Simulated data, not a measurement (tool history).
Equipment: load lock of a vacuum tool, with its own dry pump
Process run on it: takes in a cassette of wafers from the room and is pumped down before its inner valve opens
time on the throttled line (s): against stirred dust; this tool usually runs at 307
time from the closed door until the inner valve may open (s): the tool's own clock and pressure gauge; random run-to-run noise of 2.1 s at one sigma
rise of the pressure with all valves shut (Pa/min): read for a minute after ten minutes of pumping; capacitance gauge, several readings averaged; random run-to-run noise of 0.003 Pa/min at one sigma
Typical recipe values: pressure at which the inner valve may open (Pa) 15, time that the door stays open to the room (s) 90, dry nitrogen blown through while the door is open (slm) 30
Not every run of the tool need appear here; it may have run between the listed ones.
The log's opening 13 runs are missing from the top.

run,day,time on the throttled line (s),pressure at which the inner valve may open (Pa),time that the door stays open to the room (s),dry nitrogen blown through while the door is open (slm),"incoming humidity of the room's air, %",time from the closed door until the inner valve may open (s),rise of the pressure with all valves shut (Pa/min)
14,47.829,307,15,90,5,47.4,431.8,0.118
15,52.396,307,15,90,5,45.1,433.2,0.117
16,55.229,307,15,90,5,45.4,426.2,0.123
17,60.288,307,12,47,30,46.3,436.9,0.107
18,64.088,307,30,182,30,45.4,416.5,0.122
19,66.158,439,10,45,30,46.2,548.9,0.117
20,70.604,439,10,45,30,44.8,552.5,0.119
21,75.142,309,16,78,40,47.1,432.8,0.12
22,78.5,309,16,78,40,46.3,430.9,0.126
23,83.008,309,21,128,40,45.6,427.2,0.126
24,85.942,309,21,128,40,47.2,427.9,0.136
25,88.121,309,21,57,13,44.3,426.7,0.13
26,92.604,309,21,57,13,44.2,427.5,0.129
27,95.333,478,21,57,14,46.3,573.9,0.136
28,99.642,527,15,57,33,47,618.4,0.126
29,102.396,483,26,90,30,47.3,572.7,0.139
30,105.492,340,15,90,16,44.9,459.9,0.144
31,110.138,340,15,90,16,44.8,459.7,0.145

Alternative continuations, all from the tool just after run 31; predict every row:
A,113.342,340,15,90,30,42.6,?,?
B,113.342,307,12,90,30,46.1,?,?
C,113.342,340,19,62,12,40.5,?,?
D,113.342,340,15,90,40,43,?,?
E,113.342,307,28,90,10,45,?,?

run,time from the closed door until the inner valve may open (s),rise of the pressure with all valves shut (Pa/min)
A,459.7,0.146
B,438.4,0.147
C,458.7,0.145
D,459,0.144
E,421,0.147
With no hidden state in the tool, these same runs would have given:
run,time from the closed door until the inner valve may open (s),rise of the pressure with all valves shut (Pa/min)
A,445.4,0.018
B,422.5,0.02
C,444.5,0.019
D,444.7,0.015
E,407.5,0.023

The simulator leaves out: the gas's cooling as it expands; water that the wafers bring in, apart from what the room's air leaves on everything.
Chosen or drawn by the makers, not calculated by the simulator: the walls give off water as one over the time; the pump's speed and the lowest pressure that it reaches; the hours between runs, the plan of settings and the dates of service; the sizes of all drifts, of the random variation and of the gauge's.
